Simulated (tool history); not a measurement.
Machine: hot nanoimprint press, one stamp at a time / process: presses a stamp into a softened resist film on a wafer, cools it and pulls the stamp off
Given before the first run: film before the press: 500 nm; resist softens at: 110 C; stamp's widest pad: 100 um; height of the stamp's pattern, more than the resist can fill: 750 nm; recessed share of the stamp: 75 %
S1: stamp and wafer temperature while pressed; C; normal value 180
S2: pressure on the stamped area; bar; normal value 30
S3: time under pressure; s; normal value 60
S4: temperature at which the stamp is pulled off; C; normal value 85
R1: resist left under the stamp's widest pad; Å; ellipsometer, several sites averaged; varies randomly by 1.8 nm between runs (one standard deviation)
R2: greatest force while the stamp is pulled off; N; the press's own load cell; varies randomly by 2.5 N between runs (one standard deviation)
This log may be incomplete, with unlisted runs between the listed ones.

run,hour,S1,S2,S3,S4,R1,R2
1,0,180,30,60,85,2855,133
2,33.7,183,30,60,85,2592,142
3,72.1,180,30,60,91,2814,127
4,96.5,180,30,60,91,2850,125
5,129.7,180,30,60,91,2806,131
6,157.5,180,30,60,91,2802,136
7,185.6,180,30,52,91,2934,136
# hour 200.4: stamp cleaned and given a new release coat
8,222.3,180,30,52,91,2928,105
9,248.8,182,30,60,85,2628,118
10,272.4,171,30,60,85,3616,121
11,309.2,171,32.2,60,85,3485,125
12,338.1,171,32.2,60,85,3535,130
13,373.9,180,30,85,85,2447,127
# hour 407.3: plate thermocouple calibrated
14,409.8,180,30,60,74,2931,171
15,444.7,180,30,60,85,2919,142
16,487,186,20.4,60,90,2772,135
17,515.4,186,20.4,60,90,2733,137
# hour 535.6: press's hydraulic seals changed and the load cell set to zero
18,556.5,186,20.4,60,90,2681,139
19,588.9,173,38,60,85,3245,151
# hour 603.8: stamp cleaned and given a new release coat
20,617.5,179,20.8,74,81,3074,128
21,651,184,34.6,108,92,1829,107
22,685.6,184,34.6,87,92,2014,107
23,707.6,184,31.8,74,90,2201,120
24,742.8,184,31.8,55,90,2494,117
25,782.5,184,31.8,55,90,2470,121
26,814.3,171,36.6,101,90,2923,125
27,837,171,36.6,101,90,2915,127
28,864.5,169,29.2,45,72,3977,175
29,909,192,29.2,45,71,2069,175

Below are 5 alternative next runs, each starting from the tool's condition after run 29. Predict each:
# hour 919.6: plate thermocouple calibrated
A,931,180,29.2,45,82,?,?
# hour 919.6: plate thermocouple calibrated
B,931,180,30,45,85,?,?
# hour 919.6: plate thermocouple calibrated
C,931,191,29.2,57,71,?,?
# hour 919.6: plate thermocouple calibrated
D,931,186,29.2,64,73,?,?
# hour 919.6: plate thermocouple calibrated
E,931,178,30,32,70,?,?

run,R1,R2
A,3160,158
B,3162,153
C,2051,184
D,2328,186
E,3650,191
The same runs, with their run-to-run variation unchanged, on a tool lacking any hidden condition would have given:
run,R1,R2
A,3160,122
B,3161,119
C,2048,143
D,2327,144
E,3650,149
